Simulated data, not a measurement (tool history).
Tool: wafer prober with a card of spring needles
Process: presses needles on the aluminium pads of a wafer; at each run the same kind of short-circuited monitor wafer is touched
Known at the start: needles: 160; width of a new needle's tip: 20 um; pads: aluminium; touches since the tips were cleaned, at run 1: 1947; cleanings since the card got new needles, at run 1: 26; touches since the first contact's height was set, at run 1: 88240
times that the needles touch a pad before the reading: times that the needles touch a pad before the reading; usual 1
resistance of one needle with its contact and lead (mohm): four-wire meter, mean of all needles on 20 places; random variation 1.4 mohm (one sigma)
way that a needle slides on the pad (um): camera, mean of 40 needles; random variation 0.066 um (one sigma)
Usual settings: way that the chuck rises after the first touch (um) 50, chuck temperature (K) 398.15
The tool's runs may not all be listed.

| run | hour | way that the chuck rises after the first touch (um) | chuck temperature (K) | times that the needles touch a pad before the reading | touches since the tips were cleaned | cleanings since the card got new needles | touches since the first contact's height was set | resistance of one needle with its contact and lead (mohm) | way that a needle slides on the pad (um) |
|---|---|---|---|---|---|---|---|---|---|
| 1 | 0 | 50 | 398.15 | 1 | 1947 | 26 | 88240 | 116 | 7.67 |
|  | 4.4 | tips cleaned on abrasive film |
| 2 | 7.1 | 50 | 398.15 | 1 | 704 | 27 | 90084 | 117 | 7.78 |
| 3 | 12.2 | 50 | 398.15 | 1 | 2059 | 27 | 91439 | 115 | 7.74 |
|  | 15.8 | tips cleaned on abrasive film |
| 4 | 18.8 | 50 | 398.15 | 1 | 803 | 28 | 93145 | 118 | 7.76 |
|  | 26.9 | tips cleaned on abrasive film |
| 5 | 26.9 | 50 | 398.15 | 1 | 0 | 29 | 95255 | 116 | 7.72 |
| 6 | 34.2 | 50 | 398.15 | 1 | 1899 | 29 | 97154 | 117 | 7.77 |
|  | 38.4 | tips cleaned on abrasive film |
| 7 | 40.7 | 50 | 398.15 | 1 | 596 | 30 | 98847 | 117 | 7.78 |
| 8 | 49.4 | 50 | 398.15 | 1 | 2898 | 30 | 101149 | 114 | 7.72 |
|  | 50.1 | tips cleaned on abrasive film |
| 9 | 56.8 | 50 | 398.15 | 1 | 1766 | 31 | 103063 | 118 | 7.8 |
|  | 61.4 | tips cleaned on abrasive film |
| 10 | 64.7 | 50 | 398.15 | 1 | 850 | 32 | 105110 | 117 | 7.85 |
|  | 72.8 | tips cleaned on abrasive film |
| 11 | 74.1 | 50 | 330.15 | 1 | 335 | 33 | 107559 | 108 | 7.78 |
| 12 | 78.4 | 50 | 330.15 | 1 | 1473 | 33 | 108697 | 107 | 7.76 |
|  | 84.4 | tips cleaned on abrasive film |
| 13 | 85.4 | 50 | 346.15 | 1 | 255 | 34 | 110512 | 108 | 7.76 |
| 14 | 94.1 | 50 | 346.15 | 1 | 2551 | 34 | 112808 | 113 | 7.74 |
|  | 95.7 | tips cleaned on abrasive film |
| 15 | 99.1 | 50 | 346.15 | 1 | 898 | 35 | 114102 | 109 | 7.69 |
| 16 | 104.1 | 63 | 337.15 | 1 | 2223 | 35 | 115427 | 106 | 9.89 |
|  | 107.2 | tips cleaned on abrasive film |
| 17 | 109.9 | 63 | 337.15 | 1 | 713 | 36 | 116924 | 109 | 9.79 |
|  | 118.7 | tips cleaned on abrasive film |
| 18 | 119.2 | 63 | 337.15 | 1 | 139 | 37 | 119345 | 107 | 9.95 |
| 19 | 127.3 | 63 | 337.15 | 1 | 2276 | 37 | 121482 | 106 | 9.88 |
|  | 129.8 | tips cleaned on abrasive film |
| 20 | 135.7 | 63 | 381.15 | 2 | 1555 | 38 | 123669 | 112 | 9.77 |
|  | 141.8 | tips cleaned on abrasive film |
| 21 | 145.5 | 44 | 366.15 | 2 | 982 | 39 | 126212 | 113 | 6.89 |
| 22 | 151.3 | 44 | 366.15 | 2 | 2499 | 39 | 127729 | 115 | 6.71 |
|  | 153.2 | tips cleaned on abrasive film |
| 23 | 160.3 | 36 | 300.15 | 2 | 1873 | 40 | 130084 | 106 | 5.61 |
|  | 164.5 | tips cleaned on abrasive film |
| 24 | 166.8 | 36 | 300.15 | 2 | 610 | 41 | 131774 | 109 | 5.59 |
| 25 | 175.1 | 33 | 314.15 | 2 | 2800 | 41 | 133964 | 112 | 5.18 |
|  | 175.8 | tips cleaned on abrasive film |
| 26 | 184.3 | 33 | 314.15 | 2 | 2235 | 42 | 136346 | 113 | 5.04 |
|  | 187 | tips cleaned on abrasive film |
| 27 | 193.7 | 42 | 380.15 | 2 | 1783 | 43 | 138809 | 118 | 6.52 |
|  | 198.2 | tips cleaned on abrasive film |
| 28 | 201.5 | 33 | 385.15 | 1 | 886 | 44 | 140834 | 124 | 5.14 |
| 29 | 207.9 | 33 | 385.15 | 1 | 2556 | 44 | 142504 | 121 | 5.14 |

3 ways to go on from here, each from the tool as it stands after run 29. What would each give?
|  | 210 | tips cleaned on abrasive film |
| A | 214.6 | 39 | 338.15 | 1 | 1187 | 45 | 144236 | ? | ? |
|  | 210 | tips cleaned on abrasive film |
| B | 214.6 | 33 | 304.15 | 1 | 1187 | 45 | 144236 | ? | ? |
|  | 210 | tips cleaned on abrasive film |
| C | 214.6 | 37 | 385.15 | 1 | 1187 | 45 | 144236 | ? | ? |

| run | resistance of one needle with its contact and lead (mohm) | way that a needle slides on the pad (um) |
|---|---|---|
| A | 111 | 6.02 |
| B | 109 | 5.08 |
| C | 120 | 5.81 |
Without the tool's hidden state the same runs would have given:
| run | resistance of one needle with its contact and lead (mohm) | way that a needle slides on the pad (um) |
|---|---|---|
| A | 111 | 6.02 |
| B | 108 | 5.08 |
| C | 120 | 5.82 |

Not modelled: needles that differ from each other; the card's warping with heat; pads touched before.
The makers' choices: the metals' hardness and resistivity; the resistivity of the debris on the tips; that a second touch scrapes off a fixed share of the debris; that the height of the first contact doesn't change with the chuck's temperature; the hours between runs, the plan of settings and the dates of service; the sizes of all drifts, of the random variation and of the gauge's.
